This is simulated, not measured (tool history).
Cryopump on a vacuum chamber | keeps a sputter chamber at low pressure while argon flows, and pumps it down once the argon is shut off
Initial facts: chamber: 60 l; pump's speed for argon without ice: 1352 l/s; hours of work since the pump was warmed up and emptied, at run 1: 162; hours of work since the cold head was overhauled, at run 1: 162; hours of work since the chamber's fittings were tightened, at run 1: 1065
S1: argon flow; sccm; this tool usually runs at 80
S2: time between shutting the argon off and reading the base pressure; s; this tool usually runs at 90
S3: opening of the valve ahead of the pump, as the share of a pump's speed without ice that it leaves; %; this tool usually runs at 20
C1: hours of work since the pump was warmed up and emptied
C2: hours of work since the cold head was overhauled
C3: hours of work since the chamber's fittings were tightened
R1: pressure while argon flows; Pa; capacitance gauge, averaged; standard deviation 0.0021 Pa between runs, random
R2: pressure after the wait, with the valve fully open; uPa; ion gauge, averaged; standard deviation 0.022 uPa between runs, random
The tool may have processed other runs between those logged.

run 1 day=0 | S1=80 S2=90 S3=20 | C1=162 C2=162 C3=1065 | R1=0.5058 R2=2.35
run 2 day=0.854 | S1=80 S2=90 S3=20 | C1=173 C2=173 C3=1076 | R1=0.51 R2=2.37
run 3 day=1.712 | S1=80 S2=90 S3=21 | C1=185 C2=185 C3=1088 | R1=0.4814 R2=2.35
run 4 day=2.867 | S1=80 S2=90 S3=20 | C1=201 C2=201 C3=1104 | R1=0.5069 R2=2.43
run 5 day=3.658 | S1=80 S2=90 S3=20 | C1=212 C2=212 C3=1115 | R1=0.5072 R2=2.45
run 6 day=4.558 | S1=80 S2=90 S3=20 | C1=224 C2=224 C3=1127 | R1=0.5071 R2=2.4
run 7 day=5.558 | S1=80 S2=90 S3=20 | C1=238 C2=238 C3=1141 | R1=0.5102 R2=2.51
run 8 day=6.567 | S1=113 S2=90 S3=20 | C1=252 C2=252 C3=1155 | R1=0.7259 R2=2.59
run 9 day=7.7 | S1=113 S2=231 S3=20 | C1=267 C2=267 C3=1170 | R1=0.7233 R2=2.43
-- day=8.608 leaking fittings of the chamber tightened, without venting
run 10 day=8.617 | S1=113 S2=231 S3=20 | C1=278 C2=278 C3=0 | R1=0.7212 R2=0.36

What will run 11 give?
run 11 day=9.954 | S1=62 S2=90 S3=20 | C1=297 C2=297 C3=18 | R1=? R2=?

{"run 11": {"R1": 0.3942, "R2": 0.64}}
Minus the tool's unlogged condition, the same run would have read R1 0.3855 Pa, R2 0.58 uPa.
